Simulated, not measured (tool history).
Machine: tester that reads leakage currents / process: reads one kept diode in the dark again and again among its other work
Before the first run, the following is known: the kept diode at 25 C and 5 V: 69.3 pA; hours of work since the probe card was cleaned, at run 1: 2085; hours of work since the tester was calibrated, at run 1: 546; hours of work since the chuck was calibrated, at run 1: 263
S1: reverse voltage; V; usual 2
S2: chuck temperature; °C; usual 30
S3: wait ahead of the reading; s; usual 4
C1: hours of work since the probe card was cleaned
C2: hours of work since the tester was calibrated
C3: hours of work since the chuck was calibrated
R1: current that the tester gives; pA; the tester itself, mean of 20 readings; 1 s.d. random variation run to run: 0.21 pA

run,hour,S1,S2,S3,C1,C2,C3,R1
1,0,2,30,4,2085,546,263,69.47
2,39.5,2,30,4,2116,578,294,69.2
3,77.7,2,30,4,2146,608,324,69.49
4,107.1,2,30,3.53,2170,631,348,69.5
5,137.9,2,30,3.53,2194,656,372,68.82
6,183.3,2,30,3.53,2230,692,408,69.34
7,215.4,2,30,3.53,2256,717,434,68.94
8,250.8,2,30,3.53,2284,745,462,68.7
9,294.3,2,30,3.53,2318,780,496,68.56
10,323.7,2,30,3.53,2342,803,520,68.59
11,358.2,2,30,4,2369,831,547,68.63
12,384.5,2.67,30,4,2390,852,568,79.34
13,408.7,2,34,4,2409,871,587,94.62
14,432.3,6.54,30,4,2428,890,606,125.21
15,457.9,6.54,35,4,2448,910,626,185.47
16,505.1,1.84,49,0.59,2486,947,664,295.09
17,528.3,9.04,35,0.42,2504,966,682,223.66
18,570.8,2,51,0.55,2538,1000,716,354.74
19,609.4,8.21,57,0.55,2569,1030,746,1083.7
20,639.1,8.21,57,0.55,2592,1054,770,1081.77
21,669.9,2,30,1.26,2616,1078,794,67.58
22,713.3,2,30,1.26,2651,1113,829,67.75
23,753.5,2,21,4,2683,1145,861,32.27
24,787.5,5.29,37,4,2710,1172,888,192.58
25,830.1,7.19,35,0.48,2744,1205,922,195.47
26,874.6,7.19,35,0.52,2779,1241,957,194.02
27,916.6,2,35,1.39,2812,1274,990,100.74
28,956.8,1.88,20,1.39,2844,1306,1022,28.78
29,991.5,1.88,20,1.39,2872,1334,1050,28.6
30,1038.8,3.31,26,6.95,2909,1371,1087,62.45

Each row is a separate what-if for the run after 30, all from the same tool condition, not one after another. Results?
A,1085.5,1.07,30,4,2947,1408,1125,?
B,1085.5,7.14,25,2.67,2947,1408,1125,?
C,1085.5,2,22,5.99,2947,1408,1125,?

run,R1
A,48.43
B,87.96
C,34.53
What these runs would have given with no unlogged condition in the tool:
run,R1
A,51.13
B,83.41
C,34.33
